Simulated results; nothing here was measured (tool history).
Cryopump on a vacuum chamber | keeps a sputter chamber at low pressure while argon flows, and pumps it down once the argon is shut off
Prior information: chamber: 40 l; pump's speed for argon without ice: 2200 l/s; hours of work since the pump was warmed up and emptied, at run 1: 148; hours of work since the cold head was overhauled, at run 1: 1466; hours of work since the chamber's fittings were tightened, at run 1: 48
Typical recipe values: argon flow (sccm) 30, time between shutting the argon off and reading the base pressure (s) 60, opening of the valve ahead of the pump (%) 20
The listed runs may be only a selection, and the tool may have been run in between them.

run,hour,argon flow (sccm),time between shutting the argon off and reading the base pressure (s),opening of the valve ahead of the pump (%),hours of work since the pump was warmed up and emptied,hours of work since the cold head was overhauled,hours of work since the chamber's fittings were tightened,pressure while argon flows (Pa),pressure after the wait (uPa)
1,0,30,60,20,148,1466,48,0.117,0.53
2,74.3,30,60,20,205,1524,105,0.1178,0.54
3,183.4,30,60,20,290,1608,190,0.1202,0.57
4,303.1,30,60,20,383,1701,283,0.122,0.6
# hour 338: pump warmed up, emptied and cooled again
5,382.8,30,60,20,35,1759,341,0.117,0.55
6,491.9,30,60,20,119,1844,425,0.1185,0.59
7,623.5,14,81,52,221,1946,527,0.0214,0.5
8,709.6,25,291,41,288,2013,594,0.0505,0.28
9,803.6,30,22,32,361,2086,667,0.078,1.28
# hour 865.1: pump warmed up, emptied and cooled again
10,895.9,30,287,32,24,2153,735,0.0722,0.3

What does the tool deliver on the next run?
11,987.9,42,60,50,95,2225,806,?,?

For run 11 the tool returned pressure while argon flows (Pa) 0.0662, pressure after the wait (uPa) 0.62.
The same run, on a tool lacking any hidden state, would have yielded pressure while argon flows (Pa) 0.0638, pressure after the wait (uPa) 0.53.
